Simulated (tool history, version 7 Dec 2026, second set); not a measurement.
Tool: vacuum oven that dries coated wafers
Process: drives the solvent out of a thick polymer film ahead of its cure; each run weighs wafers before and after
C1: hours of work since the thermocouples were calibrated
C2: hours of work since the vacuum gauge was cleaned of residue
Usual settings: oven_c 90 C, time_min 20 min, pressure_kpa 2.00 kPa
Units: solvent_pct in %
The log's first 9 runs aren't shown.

Run 10, hour 252.4: usual settings but pressure_kpa 5.91 kPa; C1 769; C2 882. Result: solvent_pct 4.93 %.
Run 11, hour 269.8: usual settings but pressure_kpa 5.91 kPa; C1 783; C2 895. Result: solvent_pct 4.85 %.
Run 12, hour 290.4: usual settings but time_min 22 min; C1 799; C2 911. Result: solvent_pct 3.78 %.
Run 13, hour 325.7: usual settings but time_min 17 min; C1 826; C2 938. Result: solvent_pct 4.86 %.
Run 14, hour 350.9: usual settings but oven_c 95 C; C1 846; C2 958. Result: solvent_pct 2.87 %.
Run 15, hour 367.2: usual settings but oven_c 95 C; C1 858; C2 971. Result: solvent_pct 3.00 %.
Run 16, hour 391.4: usual settings; C1 877; C2 989. Result: solvent_pct 4.13 %.
Run 17, hour 421.5: usual settings; C1 900; C2 1013. Result: solvent_pct 4.22 %.
Run 18, hour 444.8: usual settings; C1 918; C2 1031. Result: solvent_pct 4.12 %.
Run 19, hour 460.6: usual settings; C1 931; C2 1043. Result: solvent_pct 4.12 %.
Run 20, hour 477.2: usual settings; C1 943; C2 1056. Result: solvent_pct 4.11 %.
Run 21, hour 498.0: usual settings but time_min 25 min; C1 960; C2 1072. Result: solvent_pct 3.20 %.
Run 22, hour 529.7: usual settings but time_min 25 min; C1 984; C2 1097. Result: solvent_pct 3.14 %.
Run 23, hour 556.8: usual settings but pressure_kpa 5.00 kPa; C1 1005; C2 1117. Result: solvent_pct 4.80 %.
Run 24, hour 585.9: usual settings but time_min 14 min; C1 1028; C2 1140. Result: solvent_pct 6.08 %.
Run 25, hour 603.4: usual settings but oven_c 94 C, pressure_kpa 1.15 kPa; C1 1041; C2 1154. Result: solvent_pct 2.98 %.
Run 26, hour 634.2: usual settings but oven_c 94 C, pressure_kpa 1.15 kPa; C1 1065; C2 1177. Result: solvent_pct 3.00 %.

Forecast run 27:
Run 27, hour 649.4: usual settings but oven_c 94 C, pressure_kpa 1.15 kPa; C1 1077; C2 1189. Result: solvent_pct ?.

solvent_pct: 2.92 %
Without the tool's hidden state the same run would have given solvent_pct 2.88 %.
